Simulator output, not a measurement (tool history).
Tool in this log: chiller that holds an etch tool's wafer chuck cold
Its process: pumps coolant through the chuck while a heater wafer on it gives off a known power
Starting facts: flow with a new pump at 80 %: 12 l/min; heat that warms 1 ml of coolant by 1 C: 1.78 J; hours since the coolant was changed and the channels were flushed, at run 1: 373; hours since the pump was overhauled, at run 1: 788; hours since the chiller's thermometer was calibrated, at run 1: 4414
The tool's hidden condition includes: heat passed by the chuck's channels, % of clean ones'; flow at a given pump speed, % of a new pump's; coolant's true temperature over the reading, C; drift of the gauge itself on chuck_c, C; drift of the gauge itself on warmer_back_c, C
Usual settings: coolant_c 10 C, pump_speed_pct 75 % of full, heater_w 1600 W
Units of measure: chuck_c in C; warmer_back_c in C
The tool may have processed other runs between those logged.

run	hour	coolant_c	pump_speed_pct	heater_w	hours since the coolant was changed and the channels were flushed	hours since the pump was overhauled	hours since the chiller's thermometer was calibrated	chuck_c	warmer_back_c
1	0	10	75	1600	373	788	4414	22	4.83
2	33.4	10	75	1600	407	822	4447	21.9	4.83
3	63.7	14	75	1600	437	852	4478	25.9	4.84
4	91.6	14	75	1600	465	880	4505	25.9	4.89
5	115.9	14	75	1600	489	904	4530	25.8	4.83
6	132.8	14	75	1600	506	921	4547	26	4.8
7	159.6	14	75	1600	533	948	4574	26.1	4.83
8	190.4	19	70	1518	564	979	4604	31.1	4.93
9	207.7	13	84	1600	581	996	4622	23.5	4.28
10	235.4	14	75	908	609	1024	4649	20.6	2.72
11	252	7	75	1442	625	1040	4666	17.7	4.36
12	285.9	10	70	1855	659	1074	4700	24.7	5.99
13	317.6	10	70	1917	691	1106	4732	25.3	6.23

4 ways to go on from here, each from the tool as it stands after run 13. What would each give?
A	349.4	10	85	1917	723	1138	4763	?	?
B	349.4	10	75	2248	723	1138	4763	?	?
C	349.4	11	71	1034	723	1138	4763	?	?
D	349.4	14	75	1600	723	1138	4763	?	?

run	chuck_c	warmer_back_c
A	22.5	5.01
B	26.9	6.8
C	19.1	3.29
D	25.9	4.81
With the hidden condition removed and each run's random variation left untouched, the same runs would have given:
run	chuck_c	warmer_back_c
A	22.5	5.01
B	26.9	6.8
C	19.1	3.29
D	25.9	4.81

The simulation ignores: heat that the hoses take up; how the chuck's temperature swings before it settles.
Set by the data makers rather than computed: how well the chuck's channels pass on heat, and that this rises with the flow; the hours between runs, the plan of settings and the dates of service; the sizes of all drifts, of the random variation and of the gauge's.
